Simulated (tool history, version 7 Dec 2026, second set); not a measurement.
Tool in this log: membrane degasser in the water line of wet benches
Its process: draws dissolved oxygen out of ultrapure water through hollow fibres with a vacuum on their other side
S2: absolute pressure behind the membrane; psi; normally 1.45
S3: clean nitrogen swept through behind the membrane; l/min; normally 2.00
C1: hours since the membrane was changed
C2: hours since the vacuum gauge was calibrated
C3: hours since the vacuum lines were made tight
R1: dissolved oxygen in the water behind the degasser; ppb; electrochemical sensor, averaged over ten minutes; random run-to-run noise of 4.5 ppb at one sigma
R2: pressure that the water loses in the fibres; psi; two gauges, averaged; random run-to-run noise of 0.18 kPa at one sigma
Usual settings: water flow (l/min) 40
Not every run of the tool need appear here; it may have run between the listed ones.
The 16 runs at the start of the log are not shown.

run 17 hour=1850.3 | water_flow_(l/min)=61 S2=1.07 S3=2.00 | C1=8254 C2=3368 C3=2664 | R1=556.9 R2=7.013
run 18 hour=1989.1 | water_flow_(l/min)=36 S2=1.75 S3=0.99 | C1=8393 C2=3507 C3=2803 | R1=730.8 R2=4.181
run 19 hour=2136.1 | water_flow_(l/min)=51 S2=2.35 S3=3.55 | C1=8540 C2=3654 C3=2950 | R1=628.5 R2=5.861
-- hour=2192.1 gauge calibrated
run 20 hour=2258.8 | water_flow_(l/min)=51 S2=2.47 S3=1.78 | C1=8663 C2=3776 C3=3073 | R1=975.7 R2=5.703
run 21 hour=2339.3 | water_flow_(l/min)=40 S2=2.99 S3=3.00 | C1=8743 C2=3857 C3=3153 | R1=641.5 R2=4.512
run 22 hour=2414.4 | water_flow_(l/min)=40 S2=1.07 S3=1.21 | C1=8818 C2=3932 C3=3228 | R1=428.9 R2=4.512
run 23 hour=2524.8 | water_flow_(l/min)=40 S2=3.45 S3=3.30 | C1=8929 C2=4042 C3=3339 | R1=687.0 R2=4.495
run 24 hour=2683.0 | water_flow_(l/min)=40 S2=3.45 S3=3.30 | C1=9087 C2=4201 C3=3497 | R1=695.5 R2=4.585
run 25 hour=2792.5 | water_flow_(l/min)=60 S2=2.28 S3=0.83 | C1=9196 C2=4310 C3=3606 | R1=1557.0 R2=6.792
run 26 hour=2864.3 | water_flow_(l/min)=60 S2=2.28 S3=0.83 | C1=9268 C2=4382 C3=3678 | R1=1572.9 R2=6.798
run 27 hour=2949.3 | water_flow_(l/min)=60 S2=2.28 S3=0.83 | C1=9353 C2=4467 C3=3763 | R1=1582.8 R2=6.805
-- hour=3080.9 vacuum gauge calibrated
run 28 hour=3080.9 | water_flow_(l/min)=60 S2=2.51 S3=2.77 | C1=9484 C2=0 C3=3894 | R1=872.7 R2=6.812
run 29 hour=3246.7 | water_flow_(l/min)=60 S2=2.51 S3=2.77 | C1=9650 C2=166 C3=4060 | R1=861.0 R2=6.873
run 30 hour=3315.8 | water_flow_(l/min)=60 S2=2.51 S3=2.77 | C1=9719 C2=235 C3=4129 | R1=884.0 R2=6.905
run 31 hour=3460.4 | water_flow_(l/min)=52 S2=1.89 S3=1.89 | C1=9864 C2=379 C3=4274 | R1=755.5 R2=5.986

Below are 5 alternative next runs, each starting from the tool's condition after run 31. Predict each:
run A hour=3590.8 | water_flow_(l/min)=39 S2=1.91 S3=0.81 | C1=9994 C2=510 C3=4404 | R1=? R2=?
run B hour=3590.8 | water_flow_(l/min)=40 S2=1.57 S3=1.74 | C1=9994 C2=510 C3=4404 | R1=? R2=?
run C hour=3590.8 | water_flow_(l/min)=40 S2=1.78 S3=1.23 | C1=9994 C2=510 C3=4404 | R1=? R2=?
run D hour=3590.8 | water_flow_(l/min)=58 S2=2.28 S3=2.79 | C1=9994 C2=510 C3=4404 | R1=? R2=?
run E hour=3590.8 | water_flow_(l/min)=52 S2=1.02 S3=1.89 | C1=9994 C2=510 C3=4404 | R1=? R2=?

run=A R1=967.6 R2=4.463
run=B R1=518.2 R2=4.631
run=C R1=727.5 R2=4.563
run=D R1=799.7 R2=6.564
run=E R1=460.0 R2=5.990
With the hidden condition removed and each run's random variation left untouched, the same runs would have given:
run=A R1=966.9 R2=4.376
run=B R1=517.4 R2=4.541
run=C R1=726.8 R2=4.474
run=D R1=798.6 R2=6.435
run=E R1=459.0 R2=5.874

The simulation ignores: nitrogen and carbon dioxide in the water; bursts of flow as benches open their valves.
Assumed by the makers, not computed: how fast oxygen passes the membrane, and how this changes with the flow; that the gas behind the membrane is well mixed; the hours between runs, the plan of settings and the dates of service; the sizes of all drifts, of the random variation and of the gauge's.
